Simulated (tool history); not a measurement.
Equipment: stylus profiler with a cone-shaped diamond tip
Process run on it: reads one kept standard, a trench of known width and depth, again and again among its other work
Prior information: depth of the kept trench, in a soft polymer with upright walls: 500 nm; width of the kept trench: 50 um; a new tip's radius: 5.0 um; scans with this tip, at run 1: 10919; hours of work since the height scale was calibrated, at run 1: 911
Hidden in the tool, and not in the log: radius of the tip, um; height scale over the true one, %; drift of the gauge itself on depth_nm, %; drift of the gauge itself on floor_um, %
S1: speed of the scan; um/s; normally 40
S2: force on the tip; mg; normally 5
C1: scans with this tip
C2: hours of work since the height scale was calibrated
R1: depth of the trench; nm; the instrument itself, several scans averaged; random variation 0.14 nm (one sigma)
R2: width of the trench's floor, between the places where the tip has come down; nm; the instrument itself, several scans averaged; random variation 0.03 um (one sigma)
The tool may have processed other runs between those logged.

Run 1, day 0: usual settings; C1 10919; C2 911. Result: R1 510.65 nm, R2 44940 nm.
Run 2, day 3.35: usual settings; C1 11479; C2 958. Result: R1 511.13 nm, R2 44880 nm.
Run 3, day 6.533: usual settings; C1 12012; C2 1002. Result: R1 511.06 nm, R2 44820 nm.
Run 4, day 9.067: usual settings but S1 44 um/s; C1 12436; C2 1038. Result: R1 510.88 nm, R2 44760 nm.
Run 5, day 12.229: usual settings but S1 44 um/s; C1 12965; C2 1082. Result: R1 511.11 nm, R2 44730 nm.
Run 6, day 15.896: usual settings but S1 44 um/s; C1 13579; C2 1133. Result: R1 511.18 nm, R2 44740 nm.
Run 7, day 18.242: usual settings; C1 13971; C2 1166. Result: R1 511.72 nm, R2 44700 nm.
Run 8, day 22.638: usual settings; C1 14707; C2 1227. Result: R1 511.36 nm, R2 44680 nm.
Run 9, day 25.283: usual settings; C1 15149; C2 1264. Result: R1 511.52 nm, R2 44680 nm.
Run 10, day 29.417: usual settings; C1 15841; C2 1322. Result: R1 511.79 nm, R2 44570 nm.
Run 11, day 32.088: usual settings; C1 16288; C2 1359. Result: R1 511.67 nm, R2 44630 nm.
Run 12, day 34.079: usual settings; C1 16621; C2 1387. Result: R1 511.64 nm, R2 44580 nm.
Run 13, day 36.588: usual settings; C1 17041; C2 1422. Result: R1 511.88 nm, R2 44530 nm.
Run 14, day 40.75: usual settings but S2 6.58 mg; C1 17737; C2 1480. Result: R1 513.64 nm, R2 44480 nm.
Run 15, day 43.696: usual settings but S2 6.58 mg; C1 18230; C2 1521. Result: R1 513.67 nm, R2 44440 nm.
Run 16, day 48: usual settings but S2 6.58 mg; C1 18951; C2 1581. Result: R1 513.73 nm, R2 44400 nm.
Run 17, day 51.317: usual settings but S1 123 um/s, S2 6.58 mg; C1 19505; C2 1627. Result: R1 513.91 nm, R2 44310 nm.
Run 18, day 54.904: usual settings but S2 2.63 mg; C1 20105; C2 1677. Result: R1 509.57 nm, R2 44340 nm.
Run 19, day 58.679: usual settings but S2 2.63 mg; C1 20738; C2 1730. Result: R1 509.68 nm, R2 44330 nm.
Run 20, day 61.658: usual settings but S2 2.63 mg; C1 21236; C2 1772. Result: R1 509.85 nm, R2 44270 nm.
At day 63.471: new tip fitted, height scale calibrated.
Run 21, day 64.412: usual settings but S2 2.63 mg; C1 158; C2 13. Result: R1 505.64 nm, R2 45510 nm.
Run 22, day 67.808: usual settings but S1 25 um/s; C1 726; C2 61. Result: R1 508.57 nm, R2 45470 nm.
Run 23, day 72.188: usual settings but S1 17 um/s; C1 1459; C2 122. Result: R1 508.73 nm, R2 45480 nm.
Run 24, day 75.383: usual settings but S1 160 um/s, S2 2.91 mg; C1 1993; C2 166. Result: R1 506.23 nm, R2 45170 nm.
Run 25, day 77.296: usual settings but S1 28 um/s, S2 2.2 mg; C1 2313; C2 193. Result: R1 505.37 nm, R2 45430 nm.
Run 26, day 81.817: usual settings but S1 28 um/s, S2 2.2 mg; C1 3070; C2 256. Result: R1 505.39 nm, R2 45280 nm.
Run 27, day 83.875: usual settings but S1 14 um/s, S2 3.39 mg; C1 3415; C2 285. Result: R1 507.26 nm, R2 45340 nm.
Run 28, day 87.879: usual settings but S1 19 um/s, S2 3.07 mg; C1 4085; C2 341. Result: R1 506.94 nm, R2 45310 nm.
Run 29, day 89.883: usual settings but S1 118 um/s, S2 3.78 mg; C1 4420; C2 369. Result: R1 507.9 nm, R2 45170 nm.
Run 30, day 93.462: usual settings but S1 118 um/s, S2 3.78 mg; C1 5019; C2 419. Result: R1 508.21 nm, R2 45110 nm.
Run 31, day 96.583: usual settings but S1 118 um/s, S2 3.78 mg; C1 5541; C2 462. Result: R1 508.1 nm, R2 45100 nm.
Run 32, day 98.817: usual settings but S1 115 um/s, S2 2.09 mg; C1 5915; C2 493. Result: R1 505.8 nm, R2 44990 nm.
Run 33, day 101.375: usual settings but S1 150 um/s, S2 4.28 mg; C1 6343; C2 529. Result: R1 508.79 nm, R2 44990 nm.
Run 34, day 104.629: usual settings but S1 121 um/s, S2 13.03 mg; C1 6887; C2 575. Result: R1 517.24 nm, R2 45090 nm.
Run 35, day 106.812: usual settings but S1 129 um/s, S2 4.63 mg; C1 7253; C2 605. Result: R1 509.18 nm, R2 44960 nm.
Run 36, day 111.138: usual settings but S1 26 um/s, S2 3.24 mg; C1 7976; C2 665. Result: R1 507.88 nm, R2 45040 nm.
Run 37, day 114.933: usual settings but S1 44 um/s, S2 2.7 mg; C1 8611; C2 718. Result: R1 507.39 nm, R2 44970 nm.
Run 38, day 117.433: usual settings but S1 16 um/s, S2 4.58 mg; C1 9030; C2 753. Result: R1 509.73 nm, R2 44970 nm.
Run 39, day 121.2: usual settings but S1 16 um/s, S2 4.58 mg; C1 9660; C2 806. Result: R1 510.03 nm, R2 44970 nm.
Run 40, day 124.692: usual settings but S1 85 um/s; C1 10245; C2 855. Result: R1 510.19 nm, R2 44820 nm.
Run 41, day 128.45: usual settings but S1 118 um/s, S2 8.28 mg; C1 10873; C2 907. Result: R1 513.8 nm, R2 44740 nm.
Run 42, day 132.608: usual settings but S1 37 um/s, S2 2.65 mg; C1 11569; C2 965. Result: R1 507.67 nm, R2 44840 nm.
Run 43, day 137.112: usual settings but S1 12 um/s, S2 7.02 mg; C1 12323; C2 1028. Result: R1 513.03 nm, R2 44830 nm.
Run 44, day 139.021: usual settings but S1 26 um/s, S2 2.22 mg; C1 12642; C2 1055. Result: R1 507.52 nm, R2 44720 nm.
Run 45, day 141.704: usual settings but S1 26 um/s, S2 2.22 mg; C1 13091; C2 1092. Result: R1 507.48 nm, R2 44750 nm.
Run 46, day 144.579: usual settings but S1 26 um/s, S2 2.22 mg; C1 13572; C2 1132. Result: R1 507.5 nm, R2 44720 nm.

Below are 4 alternative next runs, each starting from the tool's condition after run 46. Predict each:
Run A, day 147.808: usual settings but S1 78 um/s, S2 4.26 mg; C1 14113; C2 1177. Result: R1 ?, R2 ?.
Run B, day 147.808: usual settings but S1 143 um/s, S2 2.17 mg; C1 14113; C2 1177. Result: R1 ?, R2 ?.
Run C, day 147.808: usual settings but S1 12 um/s, S2 6.58 mg; C1 14113; C2 1177. Result: R1 ?, R2 ?.
Run D, day 147.808: usual settings but S1 17 um/s, S2 2.19 mg; C1 14113; C2 1177. Result: R1 ?, R2 ?.

run      R1     R2
  A  510.32  44680
  B  507.59  44510
  C  512.93  44710
  D   507.7  44670
What these runs would have given with no unlogged condition in the tool:
run      R1     R2
  A  507.42  45600
  B  504.69  45420
  C     510  45620
  D  504.81  45590
